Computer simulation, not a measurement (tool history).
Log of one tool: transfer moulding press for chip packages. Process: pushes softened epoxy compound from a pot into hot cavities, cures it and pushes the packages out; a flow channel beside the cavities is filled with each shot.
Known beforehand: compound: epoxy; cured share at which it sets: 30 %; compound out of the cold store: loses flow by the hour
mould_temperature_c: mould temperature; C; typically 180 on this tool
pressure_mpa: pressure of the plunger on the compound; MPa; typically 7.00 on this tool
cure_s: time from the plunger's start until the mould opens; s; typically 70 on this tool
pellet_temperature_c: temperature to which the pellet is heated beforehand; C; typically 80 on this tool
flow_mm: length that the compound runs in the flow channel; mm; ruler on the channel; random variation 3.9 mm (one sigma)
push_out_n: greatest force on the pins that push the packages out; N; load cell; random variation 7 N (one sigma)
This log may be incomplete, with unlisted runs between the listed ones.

| run | hour | mould_temperature_c | pressure_mpa | cure_s | pellet_temperature_c | incoming compound's hours out of the cold store | flow_mm | push_out_n |
|---|---|---|---|---|---|---|---|---|
| 1 | 0.0 | 180 | 7.00 | 70 | 80 | 35.3 | 512 | 371 |
| 2 | 5.6 | 180 | 7.00 | 72 | 80 | 8.7 | 606 | 416 |
| 3 | 12.8 | 180 | 7.00 | 72 | 80 | 37.9 | 495 | 400 |
| 4 | 17.9 | 180 | 7.00 | 72 | 80 | 38.1 | 494 | 398 |
|  | 27.5 | cavities cleaned with cleaning compound and waxed |
| 5 | 28.4 | 180 | 7.00 | 72 | 80 | 38.2 | 492 | 240 |
| 6 | 37.1 | 180 | 7.00 | 72 | 80 | 10.9 | 598 | 311 |
| 7 | 47.6 | 180 | 7.00 | 70 | 80 | 47.2 | 463 | 338 |
| 8 | 53.8 | 180 | 7.00 | 70 | 80 | 14.0 | 568 | 395 |
| 9 | 62.1 | 180 | 7.00 | 88 | 80 | 35.6 | 494 | 293 |
| 10 | 73.1 | 180 | 5.79 | 70 | 80 | 20.4 | 496 | 433 |
| 11 | 79.0 | 180 | 7.00 | 100 | 80 | 21.5 | 538 | 289 |
|  | 84.5 | cavities cleaned with cleaning compound and waxed |
| 12 | 89.6 | 180 | 7.00 | 100 | 80 | 28.0 | 516 | 192 |
| 13 | 96.7 | 180 | 7.00 | 59 | 80 | 22.5 | 534 | 516 |
| 14 | 106.7 | 180 | 7.00 | 70 | 88 | 19.9 | 544 | 352 |
| 15 | 111.8 | 185 | 6.18 | 70 | 78 | 12.6 | 526 | 319 |
| 16 | 122.3 | 185 | 6.18 | 70 | 78 | 18.4 | 496 | 322 |
| 17 | 129.9 | 180 | 7.00 | 70 | 80 | 38.7 | 476 | 410 |
|  | 141.4 | cavities cleaned with cleaning compound and waxed |
| 18 | 141.4 | 180 | 7.00 | 95 | 80 | 33.0 | 488 | 173 |
| 19 | 147.1 | 181 | 6.14 | 63 | 76 | 46.9 | 416 | 332 |
| 20 | 152.8 | 181 | 6.14 | 105 | 75 | 14.6 | 511 | 211 |
| 21 | 159.3 | 177 | 7.00 | 70 | 80 | 23.1 | 530 | 437 |
|  | 166.2 | mould's thermocouples calibrated |
| 22 | 169.8 | 177 | 7.00 | 70 | 80 | 13.9 | 558 | 497 |
| 23 | 180.9 | 180 | 7.00 | 77 | 71 | 30.2 | 492 | 350 |
| 24 | 189.5 | 184 | 7.00 | 96 | 77 | 41.9 | 442 | 275 |
| 25 | 197.2 | 184 | 7.00 | 52 | 77 | 24.8 | 507 | 768 |
|  | 199.8 | cavities cleaned with cleaning compound and waxed |
| 26 | 206.9 | 184 | 7.00 | 52 | 77 | 39.6 | 451 | 481 |
| 27 | 215.2 | 184 | 7.00 | 52 | 77 | 24.9 | 495 | 550 |
| 28 | 222.4 | 184 | 7.00 | 52 | 77 | 17.3 | 522 | 637 |

Alternative continuations, all from the tool just after run 28; predict every row:
| A | 232.1 | 177 | 6.08 | 104 | 77 | 18.1 | ? | ? |
| B | 232.1 | 180 | 7.00 | 70 | 89 | 33.8 | ? | ? |
| C | 232.1 | 177 | 8.71 | 90 | 80 | 44.3 | ? | ? |

| run | flow_mm | push_out_n |
|---|---|---|
| A | 500 | 279 |
| B | 476 | 381 |
| C | 502 | 297 |
Without the tool's unlogged condition, the same runs would have read:
| run | flow_mm | push_out_n |
|---|---|---|
| A | 544 | 184 |
| B | 516 | 250 |
| C | 545 | 194 |
